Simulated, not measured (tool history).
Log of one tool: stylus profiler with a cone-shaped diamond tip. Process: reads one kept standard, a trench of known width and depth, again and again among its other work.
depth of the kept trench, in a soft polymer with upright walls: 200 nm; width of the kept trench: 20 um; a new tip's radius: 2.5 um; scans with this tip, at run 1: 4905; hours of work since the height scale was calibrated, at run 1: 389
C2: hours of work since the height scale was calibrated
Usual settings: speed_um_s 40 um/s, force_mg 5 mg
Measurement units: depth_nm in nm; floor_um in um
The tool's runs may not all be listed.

run 1 hour=0 | speed_um_s=40 force_mg=5 | scans_with_this_tip=4905 C2=389 | depth_nm=203.24 floor_um=17.86
run 2 hour=17.8 | speed_um_s=40 force_mg=2.64 | scans_with_this_tip=5063 C2=402 | depth_nm=202.22 floor_um=17.85
run 3 hour=26.9 | speed_um_s=86 force_mg=5 | scans_with_this_tip=5142 C2=408 | depth_nm=203.25 floor_um=17.8
run 4 hour=46.2 | speed_um_s=86 force_mg=5 | scans_with_this_tip=5313 C2=422 | depth_nm=203.26 floor_um=17.72
run 5 hour=54.6 | speed_um_s=40 force_mg=4.79 | scans_with_this_tip=5387 C2=428 | depth_nm=203.35 floor_um=17.8
run 6 hour=73.1 | speed_um_s=40 force_mg=13.89 | scans_with_this_tip=5551 C2=441 | depth_nm=206.35 floor_um=17.85
run 7 hour=91 | speed_um_s=40 force_mg=13.89 | scans_with_this_tip=5709 C2=453 | depth_nm=206.36 floor_um=17.81
run 8 hour=108.1 | speed_um_s=40 force_mg=13.89 | scans_with_this_tip=5860 C2=465 | depth_nm=206.24 floor_um=17.89
run 9 hour=119.3 | speed_um_s=40 force_mg=13.24 | scans_with_this_tip=5958 C2=473 | depth_nm=206.14 floor_um=17.81
run 10 hour=129.9 | speed_um_s=40 force_mg=13.24 | scans_with_this_tip=6053 C2=481 | depth_nm=206.15 floor_um=17.83
run 11 hour=146.4 | speed_um_s=40 force_mg=13.24 | scans_with_this_tip=6198 C2=492 | depth_nm=206.28 floor_um=17.89
run 12 hour=157 | speed_um_s=40 force_mg=5 | scans_with_this_tip=6292 C2=500 | depth_nm=203.29 floor_um=17.78
run 13 hour=171.7 | speed_um_s=29 force_mg=5 | scans_with_this_tip=6422 C2=510 | depth_nm=203.36 floor_um=17.84
run 14 hour=190.4 | speed_um_s=29 force_mg=5 | scans_with_this_tip=6587 C2=523 | depth_nm=203.32 floor_um=17.88
run 15 hour=208.9 | speed_um_s=40 force_mg=5 | scans_with_this_tip=6750 C2=536 | depth_nm=203.42 floor_um=17.75
-- hour=210.5 height scale calibrated on a step standard
run 16 hour=225.8 | speed_um_s=40 force_mg=5 | scans_with_this_tip=6895 C2=11 | depth_nm=203.4 floor_um=17.81
run 17 hour=234.2 | speed_um_s=40 force_mg=5 | scans_with_this_tip=6970 C2=17 | depth_nm=203.56 floor_um=17.82
run 18 hour=247.5 | speed_um_s=40 force_mg=5 | scans_with_this_tip=7087 C2=26 | depth_nm=203.5 floor_um=17.77
run 19 hour=258.1 | speed_um_s=40 force_mg=5 | scans_with_this_tip=7180 C2=33 | depth_nm=203.41 floor_um=17.81
run 20 hour=269.9 | speed_um_s=40 force_mg=5 | scans_with_this_tip=7285 C2=42 | depth_nm=203.25 floor_um=17.82
run 21 hour=283.8 | speed_um_s=40 force_mg=5 | scans_with_this_tip=7407 C2=51 | depth_nm=203.41 floor_um=17.84
run 22 hour=294.6 | speed_um_s=40 force_mg=5 | scans_with_this_tip=7503 C2=59 | depth_nm=203.54 floor_um=17.82
-- hour=309.7 height scale calibrated on a step standard, once more
run 23 hour=310.5 | speed_um_s=40 force_mg=5 | scans_with_this_tip=7639 C2=1 | depth_nm=203.1 floor_um=17.76
run 24 hour=322.9 | speed_um_s=152 force_mg=5 | scans_with_this_tip=7749 C2=9 | depth_nm=203.01 floor_um=17.58
run 25 hour=337.6 | speed_um_s=54 force_mg=1.75 | scans_with_this_tip=7878 C2=20 | depth_nm=201.47 floor_um=17.69
run 26 hour=346.1 | speed_um_s=49 force_mg=5.42 | scans_with_this_tip=7954 C2=26 | depth_nm=203.23 floor_um=17.72
run 27 hour=360.2 | speed_um_s=49 force_mg=5.42 | scans_with_this_tip=8078 C2=35 | depth_nm=203.13 floor_um=17.74
run 28 hour=376.3 | speed_um_s=40 force_mg=2.86 | scans_with_this_tip=8220 C2=47 | depth_nm=201.97 floor_um=17.73
run 29 hour=385.9 | speed_um_s=23 force_mg=1.89 | scans_with_this_tip=8305 C2=53 | depth_nm=201.54 floor_um=17.78
run 30 hour=402.2 | speed_um_s=55 force_mg=2.98 | scans_with_this_tip=8448 C2=65 | depth_nm=202.2 floor_um=17.74
run 31 hour=413.1 | speed_um_s=29 force_mg=2.98 | scans_with_this_tip=8545 C2=73 | depth_nm=202.13 floor_um=17.81
run 32 hour=427.1 | speed_um_s=23 force_mg=10.18 | scans_with_this_tip=8669 C2=82 | depth_nm=204.86 floor_um=17.74
run 33 hour=436.1 | speed_um_s=39 force_mg=3.69 | scans_with_this_tip=8748 C2=89 | depth_nm=202.51 floor_um=17.65
run 34 hour=450.3 | speed_um_s=40 force_mg=2.31 | scans_with_this_tip=8873 C2=99 | depth_nm=201.92 floor_um=17.71
run 35 hour=467.2 | speed_um_s=40 force_mg=2.31 | scans_with_this_tip=9023 C2=110 | depth_nm=201.85 floor_um=17.71
run 36 hour=486.7 | speed_um_s=12 force_mg=5.27 | scans_with_this_tip=9196 C2=124 | depth_nm=203.29 floor_um=17.78
run 37 hour=505.3 | speed_um_s=15 force_mg=6.06 | scans_with_this_tip=9360 C2=137 | depth_nm=203.65 floor_um=17.76
run 38 hour=525 | speed_um_s=120 force_mg=4.7 | scans_with_this_tip=9534 C2=151 | depth_nm=202.95 floor_um=17.6
run 39 hour=543.6 | speed_um_s=20 force_mg=2.2 | scans_with_this_tip=9698 C2=164 | depth_nm=201.84 floor_um=17.72
run 40 hour=555.8 | speed_um_s=20 force_mg=2.2 | scans_with_this_tip=9806 C2=173 | depth_nm=201.85 floor_um=17.75
run 41 hour=573.4 | speed_um_s=13 force_mg=9.04 | scans_with_this_tip=9961 C2=185 | depth_nm=204.59 floor_um=17.74
run 42 hour=589 | speed_um_s=20 force_mg=8.16 | scans_with_this_tip=10099 C2=196 | depth_nm=204.33 floor_um=17.69
run 43 hour=597.3 | speed_um_s=55 force_mg=3.63 | scans_with_this_tip=10172 C2=202 | depth_nm=202.4 floor_um=17.65
run 44 hour=606.3 | speed_um_s=39 force_mg=5.96 | scans_with_this_tip=10252 C2=208 | depth_nm=203.43 floor_um=17.74
run 45 hour=619.6 | speed_um_s=156 force_mg=4.9 | scans_with_this_tip=10369 C2=217 | depth_nm=203.08 floor_um=17.49
run 46 hour=632.9 | speed_um_s=156 force_mg=4.9 | scans_with_this_tip=10486 C2=227 | depth_nm=203.08 floor_um=17.5
run 47 hour=643.4 | speed_um_s=156 force_mg=4.9 | scans_with_this_tip=10579 C2=234 | depth_nm=203 floor_um=17.54

Below are 3 alternative next runs, each starting from the tool's condition after run 47. Predict each:
run A hour=662.8 | speed_um_s=68 force_mg=5 | scans_with_this_tip=10751 C2=248 | depth_nm=? floor_um=?
run B hour=662.8 | speed_um_s=49 force_mg=2.05 | scans_with_this_tip=10751 C2=248 | depth_nm=? floor_um=?
run C hour=662.8 | speed_um_s=40 force_mg=4.72 | scans_with_this_tip=10751 C2=248 | depth_nm=? floor_um=?

run=A depth_nm=203.1 floor_um=17.65
run=B depth_nm=201.83 floor_um=17.67
run=C depth_nm=203.13 floor_um=17.67
What these runs would have given with no unlogged condition in the tool:
run=A depth_nm=203.01 floor_um=17.92
run=B depth_nm=201.75 floor_um=17.94
run=C depth_nm=203.05 floor_um=17.94
